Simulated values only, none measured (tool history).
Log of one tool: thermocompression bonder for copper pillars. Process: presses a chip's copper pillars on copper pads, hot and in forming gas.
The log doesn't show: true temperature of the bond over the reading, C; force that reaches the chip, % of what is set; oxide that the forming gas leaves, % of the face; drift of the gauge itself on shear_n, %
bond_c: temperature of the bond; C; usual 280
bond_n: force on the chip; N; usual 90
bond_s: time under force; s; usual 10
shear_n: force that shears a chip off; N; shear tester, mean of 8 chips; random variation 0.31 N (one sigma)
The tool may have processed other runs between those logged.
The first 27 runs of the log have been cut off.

| run | hour | bond_c | bond_n | bond_s | hours of work since the heater was calibrated | hours of work since the force cell was calibrated | hours of work since the gas filter was changed | shear_n |
|---|---|---|---|---|---|---|---|---|
| 28 | 406 | 279 | 67 | 27 | 603 | 810 | 87 | 81.8 |
| 29 | 427.3 | 279 | 67 | 27 | 614 | 821 | 98 | 82.3 |
| 30 | 439.8 | 279 | 67 | 27 | 621 | 827 | 104 | 82.3 |
| 31 | 460.6 | 280 | 90 | 6 | 631 | 838 | 115 | 62.7 |
| 32 | 483.4 | 275 | 58 | 10 | 643 | 850 | 127 | 49.8 |
|  | 495.3 | forming gas filter changed |
| 33 | 498.3 | 275 | 58 | 10 | 650 | 857 | 2 | 50.2 |
| 34 | 509.1 | 271 | 90 | 22 | 656 | 863 | 7 | 88 |
| 35 | 522.1 | 295 | 93 | 10 | 663 | 869 | 14 | 85.9 |
| 36 | 539.5 | 301 | 93 | 12 | 672 | 878 | 23 | 94.1 |
| 37 | 551.7 | 301 | 93 | 12 | 678 | 885 | 29 | 93.7 |
| 38 | 566.5 | 280 | 90 | 9 | 686 | 892 | 37 | 71.3 |
| 39 | 589.4 | 280 | 90 | 9 | 697 | 904 | 48 | 71.2 |
| 40 | 603.2 | 259 | 80 | 10 | 704 | 911 | 55 | 55.3 |

Consider 4 possible next runs. They are alternatives, not a sequence: every one starts from the tool as it was left by run 40. What does each give?
| A | 616.5 | 265 | 131 | 10 | 711 | 918 | 62 | ? |
| B | 616.5 | 281 | 90 | 10 | 711 | 918 | 62 | ? |
| C | 616.5 | 259 | 81 | 6 | 711 | 918 | 62 | ? |
| D | 616.5 | 283 | 55 | 10 | 711 | 918 | 62 | ? |

| run | shear_n |
|---|---|
| A | 84.4 |
| B | 74.9 |
| C | 45.1 |
| D | 51.1 |
What these runs would have given with no unlogged condition in the tool:
| run | shear_n |
|---|---|
| A | 86.2 |
| B | 76.5 |
| C | 46.1 |
| D | 52.1 |

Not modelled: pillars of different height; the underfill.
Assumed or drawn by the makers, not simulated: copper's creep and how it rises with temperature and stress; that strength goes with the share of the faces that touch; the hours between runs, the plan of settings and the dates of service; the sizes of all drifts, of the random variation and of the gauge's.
